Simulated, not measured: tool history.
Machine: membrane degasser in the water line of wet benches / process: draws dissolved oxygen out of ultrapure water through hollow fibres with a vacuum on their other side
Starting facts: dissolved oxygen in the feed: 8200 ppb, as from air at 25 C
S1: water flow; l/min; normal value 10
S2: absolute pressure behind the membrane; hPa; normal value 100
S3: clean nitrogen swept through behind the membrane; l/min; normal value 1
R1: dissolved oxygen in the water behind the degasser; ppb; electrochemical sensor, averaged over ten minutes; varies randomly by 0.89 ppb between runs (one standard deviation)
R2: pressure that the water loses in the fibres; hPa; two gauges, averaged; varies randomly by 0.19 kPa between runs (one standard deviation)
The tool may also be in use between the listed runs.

| run | hour | S1 | S2 | S3 | R1 | R2 |
|---|---|---|---|---|---|---|
| 1 | 0 | 10 | 100 | 1 | 166.8 | 430.3 |
| 2 | 171.6 | 10 | 100 | 1 | 166.8 | 436.3 |
| 3 | 452.1 | 10 | 100 | 1.03 | 163.1 | 428.9 |
| 4 | 641.5 | 10 | 100 | 1 | 165.6 | 432.4 |
| 5 | 861.1 | 10 | 185 | 1 | 357.5 | 432.2 |
| 6 | 1053.6 | 10 | 185 | 1 | 356.7 | 429.2 |

For run 7, what comes out?
| 7 | 1360.4 | 15 | 98 | 1 | ? | ? |

Run 7 came out at R1 243.3 ppb, R2 651.4 hPa.
Take away the tool's hidden state, keep the run-to-run variation as it was, and the same run would have given R1 243.1 ppb, R2 650.8 hPa.

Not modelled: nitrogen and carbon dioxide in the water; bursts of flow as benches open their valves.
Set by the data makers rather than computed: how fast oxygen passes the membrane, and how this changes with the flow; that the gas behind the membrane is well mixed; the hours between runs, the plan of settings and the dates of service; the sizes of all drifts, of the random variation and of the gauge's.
